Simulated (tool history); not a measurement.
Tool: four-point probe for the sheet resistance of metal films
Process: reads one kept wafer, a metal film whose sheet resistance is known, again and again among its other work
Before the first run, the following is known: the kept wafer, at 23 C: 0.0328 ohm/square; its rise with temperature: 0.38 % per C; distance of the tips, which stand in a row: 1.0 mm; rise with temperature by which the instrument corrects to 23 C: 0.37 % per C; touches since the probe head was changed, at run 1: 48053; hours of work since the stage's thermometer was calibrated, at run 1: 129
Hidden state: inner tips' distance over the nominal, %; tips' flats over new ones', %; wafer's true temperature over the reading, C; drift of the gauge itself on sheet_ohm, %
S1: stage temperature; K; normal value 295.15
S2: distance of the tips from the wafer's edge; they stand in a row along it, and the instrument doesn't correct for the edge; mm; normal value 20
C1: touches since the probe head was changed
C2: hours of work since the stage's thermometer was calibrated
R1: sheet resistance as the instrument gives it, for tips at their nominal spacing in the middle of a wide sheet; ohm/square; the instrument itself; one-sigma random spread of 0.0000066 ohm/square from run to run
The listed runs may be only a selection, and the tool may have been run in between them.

| run | hour | S1 | S2 | C1 | C2 | R1 |
|---|---|---|---|---|---|---|
| 1 | 0 | 295.15 | 20 | 48053 | 129 | 0.032649 |
| 2 | 76.7 | 295.15 | 20 | 49592 | 172 | 0.032653 |
| 3 | 151.8 | 293.15 | 20 | 51098 | 215 | 0.032639 |
| 4 | 245 | 293.15 | 20 | 52966 | 267 | 0.032635 |
| 5 | 344.1 | 293.15 | 20 | 54954 | 324 | 0.032644 |
| 6 | 445.9 | 295.15 | 20 | 56997 | 381 | 0.032618 |
| 7 | 536.3 | 295.15 | 42 | 58810 | 432 | 0.032586 |
| 8 | 580.5 | 295.15 | 10 | 59696 | 457 | 0.032755 |
| 9 | 671.9 | 295.15 | 10 | 61530 | 509 | 0.03274 |
| 10 | 728.3 | 295.15 | 10 | 62660 | 541 | 0.032741 |
| 11 | 814.9 | 295.15 | 10 | 64397 | 590 | 0.032727 |
| 12 | 899.8 | 295.15 | 4 | 66101 | 638 | 0.033613 |
| 13 | 941.3 | 295.15 | 4 | 66933 | 662 | 0.033619 |
| 14 | 983.7 | 305.15 | 4 | 67783 | 686 | 0.033631 |
| 15 | 1085.6 | 295.15 | 20 | 69827 | 743 | 0.03259 |
| 16 | 1166.5 | 294.15 | 8 | 71450 | 789 | 0.032819 |
| 17 | 1268.3 | 294.15 | 8 | 73492 | 847 | 0.032803 |
| 18 | 1341.3 | 295.15 | 60 | 74955 | 888 | 0.032549 |
| 19 | 1423.4 | 292.15 | 9 | 76603 | 935 | 0.032756 |
| 20 | 1502.8 | 296.15 | 20 | 78196 | 980 | 0.032577 |
| 21 | 1582.7 | 294.15 | 22 | 79798 | 1025 | 0.032566 |
| 22 | 1675.2 | 295.15 | 9 | 81654 | 1077 | 0.032734 |
| 23 | 1738.4 | 295.15 | 9 | 82921 | 1113 | 0.032717 |
| 24 | 1813.6 | 295.15 | 9 | 84429 | 1156 | 0.032731 |
| 25 | 1860.7 | 295.15 | 4 | 85374 | 1182 | 0.033566 |
| 26 | 1953.2 | 308.15 | 8 | 87230 | 1235 | 0.0328 |
| 27 | 2040.1 | 306.15 | 4 | 88971 | 1284 | 0.033574 |
| 28 | 2117.9 | 295.15 | 12 | 90532 | 1328 | 0.032625 |
| 29 | 2181.6 | 295.15 | 12 | 91811 | 1364 | 0.032611 |

Consider 5 possible next runs. They are alternatives, not a sequence: every one starts from the tool as it was left by run 29. What does each give?
| A | 2257.5 | 300.15 | 12 | 93332 | 1407 | ? |
| B | 2257.5 | 297.15 | 12 | 93332 | 1407 | ? |
| C | 2257.5 | 292.15 | 23 | 93332 | 1407 | ? |
| D | 2257.5 | 295.15 | 9 | 93332 | 1407 | ? |
| E | 2257.5 | 293.15 | 6 | 93332 | 1407 | ? |

| run | R1 |
|---|---|
| A | 0.032622 |
| B | 0.032617 |
| C | 0.032526 |
| D | 0.032712 |
| E | 0.032968 |
What these runs would have given with no unlogged condition in the tool:
| run | R1 |
|---|---|
| A | 0.03293 |
| B | 0.032926 |
| C | 0.032834 |
| D | 0.033022 |
| E | 0.03328 |

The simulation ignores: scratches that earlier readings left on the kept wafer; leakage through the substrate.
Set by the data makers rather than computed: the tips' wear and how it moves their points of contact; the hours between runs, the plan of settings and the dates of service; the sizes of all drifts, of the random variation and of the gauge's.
